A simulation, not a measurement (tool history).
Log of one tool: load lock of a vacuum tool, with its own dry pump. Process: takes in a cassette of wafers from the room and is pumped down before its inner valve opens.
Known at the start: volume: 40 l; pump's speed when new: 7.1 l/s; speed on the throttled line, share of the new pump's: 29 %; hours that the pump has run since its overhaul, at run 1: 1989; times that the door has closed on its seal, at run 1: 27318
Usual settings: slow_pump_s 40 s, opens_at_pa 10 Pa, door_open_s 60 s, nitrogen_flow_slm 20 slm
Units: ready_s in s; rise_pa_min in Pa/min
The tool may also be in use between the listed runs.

run    hour  slow_pump_s  opens_at_pa  door_open_s  nitrogen_flow_slm  hours that the pump has run since its overhaul  times that the door has closed on its seal  incoming humidity of the room's air, %  ready_s  rise_pa_min
  1     0.0           40           10           60                 20                                            1989                                       27318                                    45.1     80.8        0.054
  2    66.5           48           10           60                 20                                            2055                                       27540                                    44.2     86.4        0.051
  3   182.7           48           10           60                 20                                            2171                                       27930                                    44.6     86.9        0.053
  4   307.3           48           10           60                 20                                            2296                                       28348                                    45.3     87.5        0.056
  5   443.7           48           10           60                 20                                            2432                                       28805                                    44.2     87.4        0.050
  6   521.9           40           10           60                 20                                            2511                                       29067                                    45.7     80.2        0.058
  7   652.4           46            8           51                  8                                            2641                                       29505                                    42.4     86.3        0.064
  8   730.1           46            9           51                  8                                            2719                                       29765                                    49.2     86.7        0.072
  9   851.7           46            9           51                  8                                            2840                                       30173                                    38.6     85.3        0.055
 10   962.4           22            9          231                 37                                            2951                                       30544                                    46.9     69.0        0.068
 11  1041.3           40           10           89                 20                                            3030                                       30808                                    48.4     81.2        0.068

4 ways to go on from here, each from the tool as it stands after run 11. What would each give?
  A  1175.6           40           10           30                 15                                            3164                                       31258                                    46.2        ?            ?
  B  1175.6           40           10          121                 28                                            3164                                       31258                                    45.3        ?            ?
  C  1175.6           50           12           89                 20                                            3164                                       31258                                    44.1        ?            ?
  D  1175.6           40            9          145                 20                                            3164                                       31258                                    45.2        ?            ?

run  ready_s  rise_pa_min
  A     80.7        0.050
  B     80.7        0.057
  C     86.7        0.059
  D     82.3        0.072
Without the tool's hidden state the same runs would have given:
run  ready_s  rise_pa_min
  A     80.7        0.047
  B     80.7        0.054
  C     86.7        0.057
  D     82.3        0.069
